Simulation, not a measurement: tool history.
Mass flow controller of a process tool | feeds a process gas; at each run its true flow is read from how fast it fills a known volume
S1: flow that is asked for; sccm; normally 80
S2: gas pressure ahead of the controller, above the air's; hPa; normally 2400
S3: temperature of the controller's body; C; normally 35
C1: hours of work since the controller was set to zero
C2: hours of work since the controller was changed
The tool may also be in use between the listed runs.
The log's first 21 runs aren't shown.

run 22 hour=4630.5 | S1=11 S2=1610 S3=34 | C1=4269 C2=4269 | true_flow_(%)=90.8
run 23 hour=4930.1 | S1=11 S2=1610 S3=34 | C1=4383 C2=4383 | true_flow_(%)=90.65
run 24 hour=5075.7 | S1=11 S2=1610 S3=34 | C1=4438 C2=4438 | true_flow_(%)=90.33
run 25 hour=5269 | S1=89 S2=2350 S3=36 | C1=4512 C2=4512 | true_flow_(%)=97.7
run 26 hour=5444.3 | S1=86 S2=2400 S3=37 | C1=4578 C2=4578 | true_flow_(%)=97.59
run 27 hour=5786.5 | S1=86 S2=2400 S3=37 | C1=4708 C2=4708 | true_flow_(%)=97.48
run 28 hour=6061.6 | S1=86 S2=2400 S3=37 | C1=4813 C2=4813 | true_flow_(%)=97.53
run 29 hour=6377.4 | S1=86 S2=2400 S3=37 | C1=4933 C2=4933 | true_flow_(%)=97.47
run 30 hour=6555.2 | S1=11 S2=1810 S3=35 | C1=5001 C2=5001 | true_flow_(%)=89.28
run 31 hour=6739.7 | S1=11 S2=1810 S3=35 | C1=5071 C2=5071 | true_flow_(%)=89.09
run 32 hour=7062.7 | S1=61 S2=2470 S3=39 | C1=5194 C2=5194 | true_flow_(%)=96.41
run 33 hour=7257.4 | S1=36 S2=2040 S3=39 | C1=5268 C2=5268 | true_flow_(%)=95.14
run 34 hour=7591.4 | S1=80 S2=2800 S3=27 | C1=5395 C2=5395 | true_flow_(%)=96.97
run 35 hour=7748.3 | S1=55 S2=2800 S3=34 | C1=5454 C2=5454 | true_flow_(%)=95.91
run 36 hour=7972.1 | S1=25 S2=2800 S3=28 | C1=5539 C2=5539 | true_flow_(%)=93.3
run 37 hour=8309.9 | S1=25 S2=1450 S3=34 | C1=5668 C2=5668 | true_flow_(%)=93.91

4 options for the next run, each taken on its own from the tool as it stands now. Forecast them:
run A hour=8505.2 | S1=36 S2=1930 S3=25 | C1=5742 C2=5742 | true_flow_(%)=?
run B hour=8505.2 | S1=25 S2=1450 S3=22 | C1=5742 C2=5742 | true_flow_(%)=?
run C hour=8505.2 | S1=48 S2=1940 S3=37 | C1=5742 C2=5742 | true_flow_(%)=?
run D hour=8505.2 | S1=53 S2=2280 S3=26 | C1=5742 C2=5742 | true_flow_(%)=?

run=A true_flow_(%)=95.23
run=B true_flow_(%)=94.16
run=C true_flow_(%)=95.79
run=D true_flow_(%)=96.13
With the hidden condition removed and each run's random variation left untouched, the same runs would have given:
run=A true_flow_(%)=99.13
run=B true_flow_(%)=99.39
run=C true_flow_(%)=98.94
run=D true_flow_(%)=99.06
